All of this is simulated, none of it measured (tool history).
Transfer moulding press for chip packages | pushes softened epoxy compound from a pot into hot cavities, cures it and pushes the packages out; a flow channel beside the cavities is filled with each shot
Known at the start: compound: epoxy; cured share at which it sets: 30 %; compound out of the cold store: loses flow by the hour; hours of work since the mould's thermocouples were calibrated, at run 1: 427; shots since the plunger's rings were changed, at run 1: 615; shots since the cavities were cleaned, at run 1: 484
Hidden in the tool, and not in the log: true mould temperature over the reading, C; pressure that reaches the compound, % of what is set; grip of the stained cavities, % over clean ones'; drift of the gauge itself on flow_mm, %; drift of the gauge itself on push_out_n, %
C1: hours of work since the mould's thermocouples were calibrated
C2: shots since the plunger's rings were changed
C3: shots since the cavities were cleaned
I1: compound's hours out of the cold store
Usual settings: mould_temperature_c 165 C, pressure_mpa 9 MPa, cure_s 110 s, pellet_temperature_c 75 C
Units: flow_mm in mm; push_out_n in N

run 1 hour=0 | mould_temperature_c=165 pressure_mpa=9 cure_s=110 pellet_temperature_c=75 | C1=427 C2=615 C3=484 | I1=14.2 | flow_mm=906 push_out_n=509
-- hour=4.9 cavities cleaned with cleaning compound and waxed
run 2 hour=16 | mould_temperature_c=165 pressure_mpa=9 cure_s=110 pellet_temperature_c=75 | C1=438 C2=788 C3=133 | I1=47.1 | flow_mm=785 push_out_n=388
run 3 hour=27.7 | mould_temperature_c=165 pressure_mpa=9 cure_s=94 pellet_temperature_c=75 | C1=446 C2=927 C3=272 | I1=20.8 | flow_mm=881 push_out_n=593
run 4 hour=41.5 | mould_temperature_c=165 pressure_mpa=9 cure_s=94 pellet_temperature_c=75 | C1=456 C2=1092 C3=437 | I1=46.6 | flow_mm=783 push_out_n=589
-- hour=50.4 cavities cleaned with cleaning compound and waxed
run 5 hour=55.6 | mould_temperature_c=170 pressure_mpa=9 cure_s=110 pellet_temperature_c=75 | C1=465 C2=1242 C3=62 | I1=18.3 | flow_mm=874 push_out_n=320
run 6 hour=62.6 | mould_temperature_c=165 pressure_mpa=9 cure_s=119 pellet_temperature_c=75 | C1=470 C2=1325 C3=145 | I1=24.8 | flow_mm=861 push_out_n=376
run 7 hour=71.6 | mould_temperature_c=165 pressure_mpa=9 cure_s=110 pellet_temperature_c=65 | C1=477 C2=1432 C3=252 | I1=12.4 | flow_mm=909 push_out_n=461
run 8 hour=81.4 | mould_temperature_c=165 pressure_mpa=9 cure_s=110 pellet_temperature_c=65 | C1=484 C2=1550 C3=370 | I1=24.4 | flow_mm=851 push_out_n=468
run 9 hour=93.1 | mould_temperature_c=166 pressure_mpa=9 cure_s=110 pellet_temperature_c=65 | C1=493 C2=1690 C3=510 | I1=23.9 | flow_mm=858 push_out_n=492
-- hour=96 cavities cleaned with cleaning compound and waxed
run 10 hour=107.7 | mould_temperature_c=165 pressure_mpa=10.89 cure_s=92 pellet_temperature_c=75 | C1=502 C2=1845 C3=139 | I1=23.5 | flow_mm=943 push_out_n=545
run 11 hour=117.6 | mould_temperature_c=165 pressure_mpa=10.89 cure_s=104 pellet_temperature_c=74 | C1=509 C2=1964 C3=258 | I1=30.8 | flow_mm=911 push_out_n=448
run 12 hour=131.2 | mould_temperature_c=157 pressure_mpa=10.89 cure_s=104 pellet_temperature_c=66 | C1=519 C2=2126 C3=420 | I1=16.5 | flow_mm=986 push_out_n=879

Forecast run 13:
-- hour=141.4 cavities cleaned with cleaning compound and waxed
run 13 hour=142.1 | mould_temperature_c=157 pressure_mpa=10.89 cure_s=104 pellet_temperature_c=66 | C1=526 C2=2238 C3=9 | I1=37.5 | flow_mm=? push_out_n=?

flow_mm: 898 mm
push_out_n: 576 N
Without the tool's hidden state the same run would have given flow_mm 931 mm, push_out_n 618 N.
